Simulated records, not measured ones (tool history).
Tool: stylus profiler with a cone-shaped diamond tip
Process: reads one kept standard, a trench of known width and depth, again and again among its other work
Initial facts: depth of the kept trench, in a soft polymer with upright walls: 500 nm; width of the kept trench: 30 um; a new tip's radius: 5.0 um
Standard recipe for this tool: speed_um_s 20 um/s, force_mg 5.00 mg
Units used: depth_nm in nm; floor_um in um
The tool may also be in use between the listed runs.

run   hour  speed_um_s  force_mg  depth_nm  floor_um
  1    0.0          20      5.00    505.65     25.46
  2    7.8          20      5.00    505.54     25.54
  3   21.8          20      5.00    505.41     25.51
  4   38.5          20      5.00    505.48     25.52
  5   55.2          20      5.00    505.58     25.51
  6   69.0          20      5.00    505.41     25.51
  7   81.9          20      5.00    505.72     25.44
  8   96.3          20      5.00    505.74     25.48
  9  108.6           7      5.00    505.63     25.50
     109.8  -- height scale calibrated on a step standard
 10  119.4          20      5.18    505.70     25.43
 11  127.0          33      5.18    505.72     25.38
 12  139.4          20      5.00    505.51     25.46
 13  146.5          20      5.00    505.78     25.46
 14  160.5          20      5.00    506.06     25.49
 15  167.5           8      7.45    507.47     25.51
 16  177.5           8      7.45    507.14     25.50
     188.8  -- height scale calibrated on a step standard, once more
 17  189.9           6      6.34    506.63     25.52
 18  202.4           8      2.72    503.77     25.51
 19  213.9           8      2.72    504.03     25.45
 20  225.0           8      4.50    505.52     25.48
 21  237.9          11      9.50    508.60     25.48
 22  247.2          28      6.31    506.60     25.44
 23  255.3          28      6.31    506.81     25.34
 24  271.8          29     11.38    509.89     25.47
 25  284.8          26      5.86    506.05     25.42
 26  300.3          21      2.53    503.69     25.37

Consider 5 possible next runs. They are alternatives, not a sequence: every one starts from the tool as it was left by run 26. What does each give?
  A  311.4          20     11.74         ?         ?
  B  311.4           6      7.57         ?         ?
  C  311.4          18      2.76         ?         ?
  D  311.4          47      5.06         ?         ?
  E  311.4           5      2.82         ?         ?

run  depth_nm  floor_um
  A    510.00     25.45
  B    507.44     25.51
  C    503.91     25.46
  D    505.89     25.37
  E    504.12     25.55
With the hidden condition removed and each run's random variation left untouched, the same runs would have given:
run  depth_nm  floor_um
  A    509.74     25.61
  B    507.18     25.67
  C    503.66     25.62
  D    505.63     25.53
  E    503.86     25.71
